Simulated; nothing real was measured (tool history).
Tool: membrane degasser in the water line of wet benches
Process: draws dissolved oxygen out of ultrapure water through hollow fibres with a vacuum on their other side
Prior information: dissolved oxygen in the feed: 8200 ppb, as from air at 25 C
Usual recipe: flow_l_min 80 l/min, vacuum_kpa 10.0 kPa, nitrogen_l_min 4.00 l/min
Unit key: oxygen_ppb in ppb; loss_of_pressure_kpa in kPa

run 1 day=0.000 | flow_l_min=80 vacuum_kpa=10.0 nitrogen_l_min=4.00 | oxygen_ppb=408.9 loss_of_pressure_kpa=31.43
run 2 day=9.300 | flow_l_min=80 vacuum_kpa=11.2 nitrogen_l_min=4.00 | oxygen_ppb=446.2 loss_of_pressure_kpa=31.57
run 3 day=17.738 | flow_l_min=80 vacuum_kpa=9.4 nitrogen_l_min=4.00 | oxygen_ppb=373.5 loss_of_pressure_kpa=31.56
run 4 day=26.246 | flow_l_min=80 vacuum_kpa=7.3 nitrogen_l_min=4.00 | oxygen_ppb=292.0 loss_of_pressure_kpa=31.68
run 5 day=32.442 | flow_l_min=80 vacuum_kpa=7.3 nitrogen_l_min=4.00 | oxygen_ppb=290.4 loss_of_pressure_kpa=31.78
run 6 day=40.054 | flow_l_min=80 vacuum_kpa=7.3 nitrogen_l_min=4.00 | oxygen_ppb=292.4 loss_of_pressure_kpa=31.90
run 7 day=46.433 | flow_l_min=80 vacuum_kpa=7.3 nitrogen_l_min=4.00 | oxygen_ppb=293.7 loss_of_pressure_kpa=31.80
run 8 day=50.867 | flow_l_min=80 vacuum_kpa=10.0 nitrogen_l_min=4.00 | oxygen_ppb=395.8 loss_of_pressure_kpa=31.54
run 9 day=61.092 | flow_l_min=80 vacuum_kpa=10.0 nitrogen_l_min=4.00 | oxygen_ppb=399.9 loss_of_pressure_kpa=31.60
run 10 day=71.179 | flow_l_min=48 vacuum_kpa=11.5 nitrogen_l_min=4.00 | oxygen_ppb=264.0 loss_of_pressure_kpa=19.16
run 11 day=78.975 | flow_l_min=48 vacuum_kpa=11.5 nitrogen_l_min=4.00 | oxygen_ppb=266.3 loss_of_pressure_kpa=19.32
-- day=81.208 seals of the vacuum lines changed
run 12 day=86.550 | flow_l_min=88 vacuum_kpa=22.1 nitrogen_l_min=5.80 | oxygen_ppb=733.4 loss_of_pressure_kpa=35.08
run 13 day=94.579 | flow_l_min=80 vacuum_kpa=6.6 nitrogen_l_min=6.24 | oxygen_ppb=216.3 loss_of_pressure_kpa=32.09
run 14 day=105.112 | flow_l_min=61 vacuum_kpa=15.1 nitrogen_l_min=3.94 | oxygen_ppb=462.6 loss_of_pressure_kpa=24.46
run 15 day=111.071 | flow_l_min=61 vacuum_kpa=15.1 nitrogen_l_min=3.94 | oxygen_ppb=472.5 loss_of_pressure_kpa=24.37
run 16 day=116.567 | flow_l_min=80 vacuum_kpa=10.0 nitrogen_l_min=1.81 | oxygen_ppb=670.3 loss_of_pressure_kpa=32.30
run 17 day=120.950 | flow_l_min=50 vacuum_kpa=14.3 nitrogen_l_min=5.87 | oxygen_ppb=263.1 loss_of_pressure_kpa=20.23
run 18 day=127.946 | flow_l_min=50 vacuum_kpa=8.9 nitrogen_l_min=2.56 | oxygen_ppb=285.6 loss_of_pressure_kpa=20.25

Below are 4 alternative next runs, each starting from the tool's condition after run 18. Predict each:
run A day=134.654 | flow_l_min=80 vacuum_kpa=24.9 nitrogen_l_min=3.28 | oxygen_ppb=? loss_of_pressure_kpa=?
run B day=134.654 | flow_l_min=72 vacuum_kpa=12.3 nitrogen_l_min=7.52 | oxygen_ppb=? loss_of_pressure_kpa=?
run C day=134.654 | flow_l_min=112 vacuum_kpa=10.0 nitrogen_l_min=4.00 | oxygen_ppb=? loss_of_pressure_kpa=?
run D day=134.654 | flow_l_min=74 vacuum_kpa=15.0 nitrogen_l_min=11.99 | oxygen_ppb=? loss_of_pressure_kpa=?

run=A oxygen_ppb=1105.9 loss_of_pressure_kpa=32.38
run=B oxygen_ppb=294.3 loss_of_pressure_kpa=29.07
run=C oxygen_ppb=577.7 loss_of_pressure_kpa=44.93
run=D oxygen_ppb=266.7 loss_of_pressure_kpa=29.94
What these runs would have given with no unlogged condition in the tool:
run=A oxygen_ppb=1105.5 loss_of_pressure_kpa=31.66
run=B oxygen_ppb=294.0 loss_of_pressure_kpa=28.42
run=C oxygen_ppb=577.1 loss_of_pressure_kpa=43.92
run=D oxygen_ppb=266.4 loss_of_pressure_kpa=29.28

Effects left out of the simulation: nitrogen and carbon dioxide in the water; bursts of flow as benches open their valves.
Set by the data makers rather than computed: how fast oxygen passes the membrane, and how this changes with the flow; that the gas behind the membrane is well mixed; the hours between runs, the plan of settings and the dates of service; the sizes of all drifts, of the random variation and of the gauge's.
